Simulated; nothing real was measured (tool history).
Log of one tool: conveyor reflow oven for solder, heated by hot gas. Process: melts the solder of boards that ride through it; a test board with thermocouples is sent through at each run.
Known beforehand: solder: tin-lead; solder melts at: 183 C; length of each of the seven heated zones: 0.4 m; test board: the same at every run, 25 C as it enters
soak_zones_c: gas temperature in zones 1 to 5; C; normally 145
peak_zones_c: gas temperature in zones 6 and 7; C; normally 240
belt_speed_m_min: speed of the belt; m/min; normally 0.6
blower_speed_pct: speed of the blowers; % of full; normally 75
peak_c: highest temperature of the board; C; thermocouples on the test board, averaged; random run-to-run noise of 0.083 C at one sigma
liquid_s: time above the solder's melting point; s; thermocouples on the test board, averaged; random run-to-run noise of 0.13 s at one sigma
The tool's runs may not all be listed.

run	hour	soak_zones_c	peak_zones_c	belt_speed_m_min	blower_speed_pct	peak_c	liquid_s
1	0	145	240	0.6	75	229.03	71.8
2	82	145	240	0.6	75	229.02	72.1
3	169.3	145	240	0.6	75	228.9	71.9
# hour 236.3: flux residue cleaned out of gas plates and filters
4	248.3	145	244	0.6	75	233	74.4
5	315.4	145	244	0.6	75	233.13	74.8
6	361.7	145	244	0.6	75	233.04	74.5
7	413.9	145	244	0.6	75	232.99	75
8	457.3	145	244	0.6	75	233	74.7
# hour 479.1: flux residue cleaned out of gas plates and filters
9	509.8	136	240	0.6	75	228.69	69.6
10	576.4	136	240	0.6	75	228.62	69.3
# hour 645.6: belt drive overhauled, speed set with a stopwatch
11	677.7	136	240	0.6	75	228.8	70.3
# hour 725.7: flux residue cleaned out of gas plates and filters
12	732.6	136	240	0.6	75	229.43	71
13	787.3	136	240	0.6	75	229.49	70.8
14	875.7	136	240	0.6	75	229.34	70.8
15	918.5	136	240	0.6	75	229.3	70.9
# hour 967.9: flux residue cleaned out of gas plates and filters
16	1005.1	136	240	0.6	75	229.73	71.2
17	1103.8	136	240	0.6	75	229.58	71.4
# hour 1169.5: belt drive overhauled, speed set with a stopwatch, once more
18	1193.6	136	240	0.6	75	228.26	67.3
# hour 1214.2: flux residue cleaned out of gas plates and filters
19	1290.5	136	240	0.6	75	229.05	67.9
20	1358.3	136	233	0.6	75	222.53	64.3
# hour 1373.1: thermocouples of zones 6 and 7 changed
21	1402.3	145	240	0.663	75	225.68	62.2
# hour 1459.5: flux residue cleaned out of gas plates and filters
22	1471	145	240	0.663	75	226.01	62.6
23	1531.5	145	252	0.6	50	233.81	73.8
24	1624.4	145	252	0.6	50	233.49	73.9
25	1690	152	250	0.49	75	243.3	98
# hour 1702: flux residue cleaned out of gas plates and filters
26	1739.3	152	253	0.705	51	230.66	63.9
27	1781.5	160	240	0.628	71	229.34	74.9
28	1857.4	160	240	0.628	71	229.36	74.9
# hour 1948.3: flux residue cleaned out of gas plates and filters
29	1952	145	240	0.669	75	226.72	63.3

Difference, measured minus no-hidden-state, one row per run. Run-to-run variation is common to both terms; the gauge's own scatter need not be:
Unlogged tool condition in this case: heat that the gas passes to the board, % of a clean oven's; belt's true speed, % of the reading; true gas temperature in zones 6 and 7 over the reading, C; drift of the gauge itself on peak_c, C; drift of the gauge itself on liquid_s, %.
run	peak_c	liquid_s
1	+0.74	+1.4
2	+0.67	+1.5
3	+0.6	+1.6
4	+1.26	+2.1
5	+1.22	+2.2
6	+1.17	+2.2
7	+1.14	+2.4
8	+1.12	+2.4
9	+1.62	+2.8
10	+1.56	+2.8
11	+1.66	+3.5
12	+2.28	+4
13	+2.23	+4
14	+2.14	+4.1
15	+2.11	+4.1
16	+2.57	+4.6
17	+2.46	+4.6
18	+1.05	+0.5
19	+1.83	+1.2
20	+1.76	+1.4
21	+0.01	+0.3
22	+0.58	+0.8
23	+0.61	+1
24	+0.55	+1.1
25	+0.54	+1.4
26	+1.06	+1.4
27	+0.92	+1.4
28	+0.87	+1.6
29	+1.45	+1.9
